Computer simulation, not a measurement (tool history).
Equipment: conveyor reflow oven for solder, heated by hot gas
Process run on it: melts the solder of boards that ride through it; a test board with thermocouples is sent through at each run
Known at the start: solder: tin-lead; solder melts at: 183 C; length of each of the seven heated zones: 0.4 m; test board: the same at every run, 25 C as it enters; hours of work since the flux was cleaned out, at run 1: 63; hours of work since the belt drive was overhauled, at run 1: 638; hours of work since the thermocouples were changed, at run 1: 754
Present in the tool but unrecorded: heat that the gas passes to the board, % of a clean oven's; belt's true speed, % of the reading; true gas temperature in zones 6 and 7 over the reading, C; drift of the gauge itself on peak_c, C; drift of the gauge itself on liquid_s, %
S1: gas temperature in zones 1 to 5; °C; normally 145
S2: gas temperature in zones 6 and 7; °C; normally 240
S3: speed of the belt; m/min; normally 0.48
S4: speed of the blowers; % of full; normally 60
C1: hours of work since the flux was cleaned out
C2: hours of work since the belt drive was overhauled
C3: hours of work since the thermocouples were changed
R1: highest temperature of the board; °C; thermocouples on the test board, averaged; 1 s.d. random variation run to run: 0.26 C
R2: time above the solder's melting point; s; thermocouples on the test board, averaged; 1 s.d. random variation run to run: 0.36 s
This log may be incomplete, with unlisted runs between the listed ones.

| run | hour | S1 | S2 | S3 | S4 | C1 | C2 | C3 | R1 | R2 |
|---|---|---|---|---|---|---|---|---|---|---|
| 1 | 0 | 145 | 240 | 0.48 | 60 | 63 | 638 | 754 | 218.1 | 77.7 |
|  | 34.9 | thermocouples of zones 6 and 7 changed |
| 2 | 56.5 | 145 | 240 | 0.48 | 60 | 105 | 681 | 17 | 218.2 | 77.5 |
| 3 | 99.2 | 145 | 240 | 0.395 | 60 | 139 | 714 | 50 | 224.5 | 103.7 |
| 4 | 134.4 | 145 | 240 | 0.395 | 60 | 167 | 742 | 78 | 224.5 | 103.3 |
| 5 | 158.1 | 145 | 240 | 0.48 | 60 | 185 | 760 | 97 | 218.2 | 77.7 |
| 6 | 203.1 | 145 | 240 | 0.48 | 60 | 221 | 796 | 132 | 217.9 | 77.6 |
| 7 | 230.9 | 145 | 240 | 0.48 | 60 | 242 | 817 | 154 | 218 | 77.7 |
| 8 | 257.9 | 145 | 240 | 0.48 | 60 | 264 | 839 | 175 | 217.6 | 77.6 |
| 9 | 306.3 | 145 | 240 | 0.48 | 60 | 301 | 877 | 213 | 218.1 | 77.2 |
| 10 | 347.5 | 145 | 240 | 0.382 | 60 | 334 | 909 | 245 | 225.4 | 108.1 |
|  | 365.8 | belt drive overhauled, speed set with a stopwatch |
| 11 | 393.1 | 157 | 242 | 0.406 | 60 | 366 | 21 | 278 | 227.6 | 109.7 |
| 12 | 437.6 | 131 | 234 | 0.406 | 60 | 401 | 56 | 313 | 216.1 | 83.2 |
| 13 | 474.9 | 131 | 234 | 0.552 | 89 | 431 | 86 | 342 | 214.7 | 59.8 |
| 14 | 503.7 | 131 | 234 | 0.552 | 89 | 453 | 108 | 365 | 214.4 | 59 |
|  | 526.7 | flux residue cleaned out of gas plates and filters |
| 15 | 543.6 | 131 | 234 | 0.552 | 89 | 13 | 136 | 392 | 214.3 | 59.3 |
| 16 | 576 | 131 | 234 | 0.552 | 89 | 39 | 161 | 418 | 214.9 | 58.8 |
| 17 | 611.4 | 131 | 234 | 0.455 | 89 | 67 | 189 | 445 | 220.8 | 80.2 |
| 18 | 635 | 131 | 249 | 0.552 | 64 | 85 | 207 | 464 | 218 | 61.4 |
| 19 | 672.1 | 133 | 249 | 0.447 | 64 | 114 | 236 | 493 | 227.6 | 87 |
| 20 | 719.2 | 145 | 229 | 0.48 | 71 | 151 | 273 | 530 | 212.6 | 72.7 |

Alternative continuations, all from the tool just after run 20; predict every row:
| A | 748.6 | 145 | 242 | 0.48 | 65 | 174 | 297 | 553 | ? | ? |
| B | 748.6 | 142 | 229 | 0.512 | 71 | 174 | 297 | 553 | ? | ? |
| C | 748.6 | 160 | 229 | 0.48 | 71 | 174 | 297 | 553 | ? | ? |

| run | R1 | R2 |
|---|---|---|
| A | 221.9 | 81.3 |
| B | 210 | 63.6 |
| C | 215.4 | 85.6 |
Had the tool no hidden state, the same runs would have come out as:
| run | R1 | R2 |
|---|---|---|
| A | 221.9 | 81.3 |
| B | 210 | 63.6 |
| C | 215.4 | 85.6 |
